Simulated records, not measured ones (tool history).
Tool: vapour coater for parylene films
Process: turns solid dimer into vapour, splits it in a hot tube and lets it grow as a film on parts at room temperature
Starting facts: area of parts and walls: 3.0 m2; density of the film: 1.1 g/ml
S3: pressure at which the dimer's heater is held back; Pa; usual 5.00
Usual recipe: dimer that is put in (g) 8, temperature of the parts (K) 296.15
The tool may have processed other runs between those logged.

{"run": 1, "day": 0.0, "dimer that is put in (g)": 8, "temperature of the parts (K)": 296.15, "S3": 5.0, "thickness of the film (nm)": 1710}
{"run": 2, "day": 2.408, "dimer that is put in (g)": 8, "temperature of the parts (K)": 296.15, "S3": 7.28, "thickness of the film (nm)": 1640}
{"run": 3, "day": 5.608, "dimer that is put in (g)": 8, "temperature of the parts (K)": 296.15, "S3": 5.0, "thickness of the film (nm)": 1690}
{"run": 4, "day": 8.171, "dimer that is put in (g)": 8, "temperature of the parts (K)": 296.15, "S3": 5.0, "thickness of the film (nm)": 1690}
{"run": 5, "day": 10.221, "dimer that is put in (g)": 8, "temperature of the parts (K)": 296.15, "S3": 5.0, "thickness of the film (nm)": 1700}
{"run": 6, "day": 12.092, "dimer that is put in (g)": 8, "temperature of the parts (K)": 290.15, "S3": 5.0, "thickness of the film (nm)": 2020}
{"run": 7, "day": 14.95, "dimer that is put in (g)": 8, "temperature of the parts (K)": 296.15, "S3": 5.0, "thickness of the film (nm)": 1720}
{"run": 8, "day": 16.617, "dimer that is put in (g)": 8, "temperature of the parts (K)": 296.15, "S3": 5.0, "thickness of the film (nm)": 1680}
{"day": 17.079, "done": "trap's valve overhauled"}
{"run": 9, "day": 19.108, "dimer that is put in (g)": 8, "temperature of the parts (K)": 296.15, "S3": 5.0, "thickness of the film (nm)": 1710}
{"run": 10, "day": 21.696, "dimer that is put in (g)": 8, "temperature of the parts (K)": 296.15, "S3": 5.0, "thickness of the film (nm)": 1730}
{"run": 11, "day": 24.342, "dimer that is put in (g)": 8, "temperature of the parts (K)": 294.15, "S3": 3.71, "thickness of the film (nm)": 1900}
{"run": 12, "day": 26.933, "dimer that is put in (g)": 14, "temperature of the parts (K)": 296.15, "S3": 2.14, "thickness of the film (nm)": 3350}
{"run": 13, "day": 29.254, "dimer that is put in (g)": 14, "temperature of the parts (K)": 296.15, "S3": 2.14, "thickness of the film (nm)": 3320}
{"run": 14, "day": 31.158, "dimer that is put in (g)": 14, "temperature of the parts (K)": 296.15, "S3": 2.14, "thickness of the film (nm)": 3310}
{"run": 15, "day": 33.333, "dimer that is put in (g)": 8, "temperature of the parts (K)": 289.15, "S3": 7.58, "thickness of the film (nm)": 2000}
{"run": 16, "day": 34.746, "dimer that is put in (g)": 8, "temperature of the parts (K)": 289.15, "S3": 7.58, "thickness of the film (nm)": 2050}
{"run": 17, "day": 37.508, "dimer that is put in (g)": 8, "temperature of the parts (K)": 289.15, "S3": 4.74, "thickness of the film (nm)": 2170}
{"run": 18, "day": 39.821, "dimer that is put in (g)": 8, "temperature of the parts (K)": 296.15, "S3": 2.17, "thickness of the film (nm)": 1910}
{"run": 19, "day": 41.983, "dimer that is put in (g)": 5, "temperature of the parts (K)": 291.15, "S3": 2.79, "thickness of the film (nm)": 1340}

For run 20, what comes out?
{"run": 20, "day": 44.288, "dimer that is put in (g)": 4, "temperature of the parts (K)": 302.15, "S3": 3.34, "thickness of the film (nm)": "?"}

{"run 20": {"thickness of the film (nm)": 740}}
Minus the tool's unlogged condition, the same run would have read thickness of the film (nm) 740.

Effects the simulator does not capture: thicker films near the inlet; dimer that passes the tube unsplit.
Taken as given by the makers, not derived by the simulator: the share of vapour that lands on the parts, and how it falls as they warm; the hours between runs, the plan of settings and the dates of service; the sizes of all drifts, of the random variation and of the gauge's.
